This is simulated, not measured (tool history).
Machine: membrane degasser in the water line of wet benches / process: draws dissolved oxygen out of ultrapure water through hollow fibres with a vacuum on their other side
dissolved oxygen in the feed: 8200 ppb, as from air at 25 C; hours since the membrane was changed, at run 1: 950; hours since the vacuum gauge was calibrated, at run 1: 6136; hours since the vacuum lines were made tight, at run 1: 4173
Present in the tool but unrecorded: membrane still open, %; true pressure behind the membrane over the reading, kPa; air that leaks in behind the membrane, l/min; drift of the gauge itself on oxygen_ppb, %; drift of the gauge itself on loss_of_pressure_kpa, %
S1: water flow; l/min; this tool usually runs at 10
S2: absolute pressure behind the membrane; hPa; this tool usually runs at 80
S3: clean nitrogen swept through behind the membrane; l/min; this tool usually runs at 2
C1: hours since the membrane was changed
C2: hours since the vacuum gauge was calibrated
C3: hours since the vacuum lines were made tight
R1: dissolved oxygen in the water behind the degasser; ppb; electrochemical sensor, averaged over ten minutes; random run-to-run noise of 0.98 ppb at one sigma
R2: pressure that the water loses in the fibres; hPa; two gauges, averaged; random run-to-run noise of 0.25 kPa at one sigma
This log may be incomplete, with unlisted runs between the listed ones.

run	hour	S1	S2	S3	C1	C2	C3	R1	R2
1	0	10	80	2	950	6136	4173	99.3	661.2
2	22.7	10	80	2	973	6159	4196	99	659.7
3	58.5	10	80	1.73	1008	6195	4232	107.4	658.5
4	100.1	10	80	1.73	1050	6236	4274	107.8	663.4
5	139.1	10	80	1.73	1089	6275	4313	109.7	661.3
6	184	8	80	2	1134	6320	4357	72.3	527.7
7	229.2	8	80	2	1179	6365	4403	72.6	524.3
8	248.3	10	80	4.16	1198	6385	4422	67	657
9	284.2	9	80	4.16	1234	6420	4458	58.5	595.1
10	307.7	9	80	4.16	1258	6444	4481	59	594.5
11	337.1	10	80	2	1287	6473	4511	99.4	659.3
12	379	10	80	2	1329	6515	4552	98.8	660.7
13	410	10	80	2	1360	6546	4583	100.7	666.6
14	442.4	10	80	2	1392	6579	4616	99.7	656.5
15	467	10	80	2	1417	6603	4641	99	662.6
16	485.6	12	80	2	1435	6622	4659	127.4	792.2
17	506.9	11	115.4	2	1457	6643	4680	159.1	729.5
18	543.2	11	115.4	2	1493	6679	4717	162	725
19	588.6	9	115.4	2.94	1538	6725	4762	97.2	597.7
20	614.1	12	66.4	4.9	1564	6750	4788	77.4	795.9
# hour 616.8: vacuum gauge calibrated
21	653.1	11	86.2	3.13	1602	36	4826	97.4	720.8
22	678.5	11	86.2	3.13	1628	62	4852	96.4	728
23	719.7	11	191.5	4.25	1669	103	4893	148.9	728
24	746.8	11	191.5	4.25	1696	130	4920	152.7	730.9
25	783.4	9	110.1	4.25	1733	167	4956	74.8	594.6
26	814.8	12	89	1.18	1764	198	4988	204.2	794.1
# hour 840.9: vacuum gauge calibrated, once more
27	854	12	109.2	2.44	1803	13	5027	146.3	798.6
28	893.4	10	48.6	2	1842	52	5066	58.4	662.9
29	921	7	77.4	5.92	1870	80	5094	31.1	466.2
30	959.6	7	77.4	5.92	1908	119	5132	31	463
31	982.1	8	48.5	0.85	1931	141	5155	59.3	530.1
32	1020.9	10	163.5	2.22	1970	180	5193	180.4	661.4

Pick out some run-to-run changes in R1. Of each, how much would a tool without hidden state show as well, from the settings, what came in and chance, and how much is left for the hidden state and any gauge scatter not in both results compared?
Run 20 -> 21: S1 12 -> 11, S2 66.4 -> 86.2, S3 4.9 -> 3.13, vacuum gauge calibrated. R1 +20 ppb: hidden state +3.1, all else +16.9.
Run 25 -> 26: S1 9 -> 12, S2 110.1 -> 89, S3 4.25 -> 1.18. R1 +129.4 ppb: hidden state +12.7, all else +116.7.
Run 26 -> 27: S2 89 -> 109.2, S3 1.18 -> 2.44, vacuum gauge calibrated, once more. R1 -57.9 ppb: hidden state -14.3, all else -43.6.
Run 27 -> 28: S1 12 -> 10, S2 109.2 -> 48.6, S3 2.44 -> 2. R1 -87.9 ppb: hidden state -1.6, all else -86.3.
Run 31 -> 32: S1 8 -> 10, S2 48.5 -> 163.5, S3 0.85 -> 2.22. R1 +121.1 ppb: hidden state +2.5, all else +118.6.
